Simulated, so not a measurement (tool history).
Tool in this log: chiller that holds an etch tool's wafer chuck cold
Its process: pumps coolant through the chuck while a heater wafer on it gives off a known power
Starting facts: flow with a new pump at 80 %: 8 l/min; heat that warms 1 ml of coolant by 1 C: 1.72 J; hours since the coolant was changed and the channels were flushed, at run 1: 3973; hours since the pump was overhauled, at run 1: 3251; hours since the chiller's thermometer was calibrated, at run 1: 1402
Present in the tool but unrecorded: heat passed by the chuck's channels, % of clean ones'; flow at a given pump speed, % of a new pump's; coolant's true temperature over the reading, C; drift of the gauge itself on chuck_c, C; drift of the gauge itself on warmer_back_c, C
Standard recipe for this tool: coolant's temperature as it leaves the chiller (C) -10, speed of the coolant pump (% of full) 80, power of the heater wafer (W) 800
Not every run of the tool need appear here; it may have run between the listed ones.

run,day,coolant's temperature as it leaves the chiller (C),speed of the coolant pump (% of full),power of the heater wafer (W),hours since the coolant was changed and the channels were flushed,hours since the pump was overhauled,hours since the chiller's thermometer was calibrated,chuck's temperature once it has settled (C),how much warmer the coolant comes back (C)
1,0,-10,80,800,3973,3251,1402,-0.2,3.56
2,5.108,-10,80,800,4096,3373,1525,-0.2,3.57
3,8.921,-10,80,800,4187,3465,1616,-0.2,3.6
4,12.371,-10,80,800,4270,3548,1699,0,3.64
5,16.05,-10,80,800,4358,3636,1787,0,3.59
6,18.771,-10,80,800,4424,3701,1852,-0.2,3.56
7,22.383,-10,80,800,4510,3788,1939,-0.1,3.57
8,26.558,-10,80,800,4610,3888,2039,-0.2,3.56
# day 26.875: chiller's thermometer calibrated
9,30.333,-10,80,800,4700,3978,83,-0.3,3.59
10,34.3,-10,68,800,4795,4073,178,1.2,4.22
11,38.954,-17,68,800,4907,4185,290,-5.8,4.27
12,41.554,-17,68,800,4969,4247,352,-5.7,4.25
13,44.446,-17,68,800,5039,4316,422,-5.8,4.27
14,47.525,-17,68,800,5113,4390,496,-5.7,4.26
15,50.462,-10,78,800,5183,4461,566,0.1,3.7
16,53.092,-4,74,877,5246,4524,629,7.7,4.26
17,57.904,-8,83,800,5362,4640,745,1.7,3.52
18,60.367,-12,66,691,5421,4699,804,-1.9,3.83
19,64.304,-7,93,1197,5515,4793,898,6.3,4.61
20,69.329,-10,80,1078,5636,4914,1019,3.5,4.92
21,72.333,-10,86,835,5708,4986,1091,-0.2,3.52
22,77.083,-12,61,1158,5822,5100,1205,6.2,6.93
23,81.342,-12,61,1158,5924,5202,1307,6.2,6.97
24,84.912,-12,61,1158,6010,5288,1393,6.2,6.97
# day 87.879: coolant changed, channels flushed
25,89.875,-3,80,1085,48,5401,1506,9.8,4.98
26,94.425,-10,63,618,157,5510,1615,-0.9,3.62
27,99.383,-16,80,800,276,5629,1734,-6.2,3.67
28,103.046,-16,80,800,364,5717,1822,-6.5,3.68
29,105.508,-10,98,800,423,5776,1881,-1.8,2.99

Alternative continuations, all from the tool just after run 29; predict every row:
A,109.125,-10,80,442,510,5863,1968,?,?
B,109.125,-10,69,922,510,5863,1968,?,?
C,109.125,-10,70,800,510,5863,1968,?,?
D,109.125,-9,83,473,510,5863,1968,?,?

run,chuck's temperature once it has settled (C),how much warmer the coolant comes back (C)
A,-4.7,2.05
B,2.4,4.91
C,0.8,4.21
D,-3.4,2.12
The same runs, with their run-to-run variation unchanged, on a tool lacking any hidden condition would have given:
run,chuck's temperature once it has settled (C),how much warmer the coolant comes back (C)
A,-5,1.96
B,1.6,4.7
C,0.1,4.03
D,-3.8,2.03
